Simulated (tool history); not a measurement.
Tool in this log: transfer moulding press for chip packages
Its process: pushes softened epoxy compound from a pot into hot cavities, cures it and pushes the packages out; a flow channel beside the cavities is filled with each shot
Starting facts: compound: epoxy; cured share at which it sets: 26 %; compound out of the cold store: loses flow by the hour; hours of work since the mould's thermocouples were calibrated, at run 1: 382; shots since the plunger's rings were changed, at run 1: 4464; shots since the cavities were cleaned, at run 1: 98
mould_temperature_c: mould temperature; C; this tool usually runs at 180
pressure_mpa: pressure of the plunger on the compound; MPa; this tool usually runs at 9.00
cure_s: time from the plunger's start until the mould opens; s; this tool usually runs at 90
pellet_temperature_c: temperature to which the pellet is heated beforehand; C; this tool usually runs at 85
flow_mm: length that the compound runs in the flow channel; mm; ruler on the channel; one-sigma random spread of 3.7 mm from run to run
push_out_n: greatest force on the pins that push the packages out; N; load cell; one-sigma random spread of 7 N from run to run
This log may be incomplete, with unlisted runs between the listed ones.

| run | hour | mould_temperature_c | pressure_mpa | cure_s | pellet_temperature_c | hours of work since the mould's thermocouples were calibrated | shots since the plunger's rings were changed | shots since the cavities were cleaned | incoming compound's hours out of the cold store | flow_mm | push_out_n |
|---|---|---|---|---|---|---|---|---|---|---|---|
| 1 | 0.0 | 180 | 9.00 | 90 | 85 | 382 | 4464 | 98 | 40.2 | 701 | 331 |
| 2 | 13.8 | 180 | 9.00 | 90 | 85 | 390 | 4621 | 255 | 38.6 | 704 | 357 |
| 3 | 29.1 | 180 | 9.00 | 90 | 85 | 399 | 4796 | 430 | 45.0 | 675 | 394 |
|  | 48.5 | cavities cleaned with cleaning compound and waxed |
| 4 | 55.9 | 180 | 9.00 | 90 | 85 | 414 | 5084 | 85 | 20.1 | 797 | 334 |
| 5 | 77.1 | 180 | 9.00 | 90 | 85 | 426 | 5326 | 327 | 27.0 | 760 | 387 |
| 6 | 99.1 | 180 | 9.00 | 90 | 85 | 439 | 5576 | 577 | 34.2 | 725 | 418 |
|  | 105.1 | cavities cleaned with cleaning compound and waxed |
| 7 | 117.3 | 180 | 9.00 | 90 | 85 | 448 | 5767 | 140 | 11.5 | 840 | 379 |
| 8 | 142.1 | 186 | 9.00 | 90 | 85 | 463 | 6048 | 421 | 24.6 | 757 | 311 |
| 9 | 153.4 | 186 | 9.00 | 90 | 85 | 469 | 6177 | 550 | 43.5 | 662 | 307 |
|  | 162.0 | cavities cleaned with cleaning compound and waxed |
| 10 | 167.2 | 186 | 7.46 | 90 | 85 | 476 | 6317 | 59 | 23.8 | 690 | 249 |
|  | 172.4 | plunger's sealing rings changed |
| 11 | 183.8 | 186 | 7.46 | 90 | 85 | 485 | 130 | 220 | 19.4 | 763 | 278 |
| 12 | 194.7 | 180 | 9.00 | 94 | 85 | 491 | 254 | 344 | 13.6 | 876 | 379 |
| 13 | 207.5 | 180 | 9.00 | 90 | 85 | 498 | 400 | 490 | 9.4 | 911 | 458 |
|  | 221.7 | cavities cleaned with cleaning compound and waxed |
| 14 | 228.5 | 180 | 9.00 | 90 | 85 | 510 | 622 | 77 | 21.8 | 834 | 349 |
| 15 | 249.0 | 180 | 8.50 | 117 | 85 | 521 | 856 | 311 | 39.8 | 709 | 266 |
| 16 | 266.7 | 180 | 8.50 | 117 | 90 | 532 | 1058 | 513 | 18.4 | 827 | 282 |
|  | 278.7 | cavities cleaned with cleaning compound and waxed |
| 17 | 284.3 | 180 | 8.50 | 117 | 90 | 541 | 1241 | 64 | 17.1 | 820 | 230 |
| 18 | 301.1 | 180 | 8.50 | 117 | 90 | 551 | 1433 | 256 | 43.6 | 690 | 261 |
| 19 | 315.9 | 180 | 8.33 | 87 | 85 | 559 | 1601 | 424 | 12.7 | 850 | 473 |
| 20 | 331.8 | 180 | 8.33 | 87 | 85 | 569 | 1782 | 605 | 36.4 | 718 | 461 |
|  | 336.1 | cavities cleaned with cleaning compound and waxed |
| 21 | 358.8 | 181 | 10.47 | 129 | 94 | 583 | 2073 | 259 | 13.2 | 935 | 246 |
| 22 | 379.5 | 180 | 9.00 | 90 | 77 | 595 | 2309 | 495 | 43.1 | 699 | 409 |
|  | 393.6 | cavities cleaned with cleaning compound and waxed |
| 23 | 403.1 | 180 | 9.54 | 90 | 85 | 608 | 2560 | 108 | 31.5 | 784 | 346 |
| 24 | 428.1 | 180 | 9.54 | 90 | 85 | 623 | 2845 | 393 | 10.1 | 911 | 437 |
| 25 | 442.0 | 180 | 8.45 | 88 | 92 | 631 | 3003 | 551 | 29.5 | 745 | 452 |
|  | 451.5 | cavities cleaned with cleaning compound and waxed |
| 26 | 458.9 | 180 | 9.00 | 123 | 84 | 640 | 3179 | 84 | 19.4 | 821 | 234 |
| 27 | 480.8 | 180 | 9.00 | 90 | 77 | 652 | 3429 | 334 | 9.3 | 882 | 469 |
| 28 | 504.3 | 180 | 7.78 | 78 | 82 | 666 | 3696 | 601 | 22.4 | 748 | 667 |

Below, each run's measurement less what the same run would have read without the hidden state. Both values contain the same run-to-run variation, but the gauge's scatter may not be the same in both:
Hidden state present: true mould temperature over the reading, C; pressure that reaches the compound, % of what is set; grip of the stained cavities, % over clean ones'; drift of the gauge itself on flow_mm, %; drift of the gauge itself on push_out_n, %.
| run | flow_mm | push_out_n |
|---|---|---|
| 1 | -35 | +46 |
| 2 | -36 | +79 |
| 3 | -36 | +108 |
| 4 | -45 | +44 |
| 5 | -45 | +96 |
| 6 | -45 | +122 |
| 7 | -53 | +65 |
| 8 | -51 | +79 |
| 9 | -45 | +83 |
| 10 | -48 | +23 |
| 11 | +0 | +52 |
| 12 | +0 | +95 |
| 13 | -1 | +136 |
| 14 | -4 | +47 |
| 15 | -4 | +57 |
| 16 | -6 | +75 |
| 17 | -9 | +21 |
| 18 | -9 | +51 |
| 19 | -11 | +135 |
| 20 | -11 | +147 |
| 21 | -18 | +45 |
| 22 | -15 | +122 |
| 23 | -19 | +59 |
| 24 | -25 | +125 |
| 25 | -21 | +142 |
| 26 | -25 | +31 |
| 27 | -30 | +135 |
| 28 | -27 | +226 |

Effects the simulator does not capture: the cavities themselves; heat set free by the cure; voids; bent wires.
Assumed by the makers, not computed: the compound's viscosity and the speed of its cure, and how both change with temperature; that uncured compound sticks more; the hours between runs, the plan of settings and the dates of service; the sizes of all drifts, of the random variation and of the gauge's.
